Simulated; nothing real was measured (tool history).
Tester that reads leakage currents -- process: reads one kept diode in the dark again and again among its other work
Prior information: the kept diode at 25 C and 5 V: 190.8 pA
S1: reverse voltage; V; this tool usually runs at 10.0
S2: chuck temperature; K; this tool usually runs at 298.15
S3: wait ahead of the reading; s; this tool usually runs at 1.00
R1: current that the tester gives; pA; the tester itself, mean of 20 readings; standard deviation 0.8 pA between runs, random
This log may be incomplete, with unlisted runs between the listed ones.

run	hour	S1	S2	S3	R1
1	0.0	10.0	298.15	1.00	255.49
2	18.0	10.0	312.15	1.00	888.30
3	59.3	10.0	298.15	1.00	256.60
4	96.8	10.0	298.15	1.00	255.44
5	137.4	10.0	298.15	1.00	253.37
6	166.9	10.0	298.15	1.00	254.39
7	195.2	10.0	298.15	0.74	256.10
8	219.3	10.0	297.15	1.00	232.49
9	260.5	10.0	332.15	1.00	4550.80
10	292.4	10.0	332.15	1.00	4547.30
# hour 326.6: chuck's temperature calibrated
11	334.4	10.0	332.15	1.00	4843.54
12	377.2	10.0	332.15	1.00	4856.27
# hour 401.1: probe card cleaned and baked
13	408.1	10.0	319.15	1.00	1728.24
14	451.2	10.0	298.15	1.00	278.10
15	485.7	10.0	298.15	4.87	274.78
16	511.8	10.0	298.15	4.87	274.16
17	539.1	10.0	298.15	4.87	276.00
18	577.3	10.0	298.15	1.00	277.20
19	603.4	10.0	298.15	1.00	278.07
# hour 631.5: probe card cleaned and baked, once more
20	646.9	10.0	298.15	1.00	263.41
21	683.2	19.0	301.15	7.36	468.54
22	708.0	13.7	298.15	1.00	308.20
23	732.9	2.4	327.15	0.33	1679.05
24	755.3	2.4	327.15	0.33	1694.61
25	795.2	2.4	327.15	0.33	1672.18
26	817.0	11.8	327.15	0.33	3530.67

What does the tool deliver on the next run?
27	850.2	11.8	324.15	1.03	?

Run 27 measured R1 2770.78 pA.
Without the tool's hidden state the same run would have given R1 2790.19 pA.
